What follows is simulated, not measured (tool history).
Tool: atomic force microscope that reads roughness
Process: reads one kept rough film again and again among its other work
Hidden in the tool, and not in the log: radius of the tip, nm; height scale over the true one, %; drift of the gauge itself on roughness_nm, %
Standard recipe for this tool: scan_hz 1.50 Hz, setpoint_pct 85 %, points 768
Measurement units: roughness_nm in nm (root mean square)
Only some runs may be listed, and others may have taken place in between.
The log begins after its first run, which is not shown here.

run     day  scan_hz  setpoint_pct  points  pictures with this tip  hours of work since the height scale was calibrated  roughness_nm
      2.438  -- new tip fitted
  2   2.438     1.50            85     768                       0                                                  489         1.999
  3   3.783     1.50            85     768                      53                                                  508         1.893
  4   5.475     1.50            87     768                     119                                                  531         1.758
  5   6.708     1.50            87     768                     167                                                  548         1.674
      8.342  -- new tip fitted
  6   8.933     1.50            87     768                      23                                                  579         1.922
  7  11.454     1.50            75     768                     121                                                  614         1.837
  8  13.333     1.50            75     768                     194                                                  640         1.692
     14.192  -- new tip fitted
  9  15.779     1.50            75     280                      62                                                  673         1.896
 10  16.975     1.50            75     280                     108                                                  690         1.841
 11  18.879     1.50            75     280                     183                                                  716         1.696
     20.100  -- new tip fitted
 12  20.454     1.50            75     280                      14                                                  738         1.982
 13  21.758     1.50            75     280                      65                                                  756         1.916
 14  23.904     1.50            85     768                     149                                                  785         1.709
     25.883  -- new tip fitted
 15  26.025     1.50            85     850                       6                                                  814         2.017
     26.321  -- height scale calibrated on a step standard
 16  27.512     1.50            85     850                      62                                                   16         1.877
 17  29.475     1.50            85     768                     139                                                   44         1.726
 18  30.767     1.21            69     768                     189                                                   62         1.795
     31.771  -- new tip fitted
 19  32.746     1.21            69     768                      38                                                   89         2.091
 20  35.462     1.50            56     768                     144                                                  126         1.902

What does the tool deliver on the next run?
     37.688  -- new tip fitted
 21  38.138     3.09            64     339                      18                                                  163             ?

{"run 21": {"roughness_nm": 2.022}}
On a tool with no hidden condition, and with the same random variation, this run would have come out at roughness_nm 2.061 nm (root mean square).

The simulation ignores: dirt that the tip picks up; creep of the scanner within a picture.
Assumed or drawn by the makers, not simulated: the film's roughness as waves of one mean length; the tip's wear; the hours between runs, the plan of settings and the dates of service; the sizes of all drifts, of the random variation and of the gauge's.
